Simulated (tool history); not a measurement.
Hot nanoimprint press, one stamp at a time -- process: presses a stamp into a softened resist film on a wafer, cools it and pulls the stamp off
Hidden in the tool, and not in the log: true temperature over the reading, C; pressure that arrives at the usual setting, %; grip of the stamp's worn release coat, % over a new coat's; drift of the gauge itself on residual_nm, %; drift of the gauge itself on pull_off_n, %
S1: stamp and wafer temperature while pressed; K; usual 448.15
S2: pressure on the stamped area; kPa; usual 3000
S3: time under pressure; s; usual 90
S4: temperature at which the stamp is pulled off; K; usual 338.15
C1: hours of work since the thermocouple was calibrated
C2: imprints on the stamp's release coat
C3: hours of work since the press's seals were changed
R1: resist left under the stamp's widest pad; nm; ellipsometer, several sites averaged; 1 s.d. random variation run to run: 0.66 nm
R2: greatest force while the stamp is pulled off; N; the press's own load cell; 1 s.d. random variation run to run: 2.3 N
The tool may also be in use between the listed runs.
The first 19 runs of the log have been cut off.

run    hour      S1    S2   S3      S4   C1    C2   C3     R1   R2
 20   888.3  451.15  2180   90  338.15  227   720  477  153.5  118
 21   924.7  456.15  3460   90  325.15  243   804  493    110  143
 22     963  448.15  2660   90  341.15  259   891  509  149.6  120
 23    1025  448.15  1810   54  342.15  286  1033  536    202  116
 24  1068.5  448.15  1810   54  342.15  305  1132  555  200.8  120
 25  1133.1  448.15  3000   59  338.15  332  1279  582  164.7  132
 26  1161.6  445.15  3420  153  341.15  345  1344  594  117.6  128
     1176.7  -- plate thermocouple calibrated
     1195.3  -- stamp cleaned and given a new release coat
 27  1224.7  449.15  3000   73  338.15   18    67  618  153.3  109
 28  1253.7  448.15  3000  142  343.15   30   133  630    122   99
 29  1293.1  448.15  2950   57  326.15   47   223  647  170.1  123
 30  1353.4  448.15  2950   57  326.15   73   361  673  168.7  125

Alternative continuations, all from the tool just after run 30; predict every row:
  A  1410.6  442.15  3010  146  326.15  98  491  698   ?   ?
  B  1410.6  458.15  3960   90  336.15  98  491  698   ?   ?
  C  1410.6  447.15  2410   90  339.15  98  491  698   ?   ?

run     R1   R2
  A  138.9  126
  B  101.2  116
  C    163  114
Without the tool's hidden state the same runs would have given:
run     R1   R2
  A  136.5  115
  B     98  105
  C  161.2  104

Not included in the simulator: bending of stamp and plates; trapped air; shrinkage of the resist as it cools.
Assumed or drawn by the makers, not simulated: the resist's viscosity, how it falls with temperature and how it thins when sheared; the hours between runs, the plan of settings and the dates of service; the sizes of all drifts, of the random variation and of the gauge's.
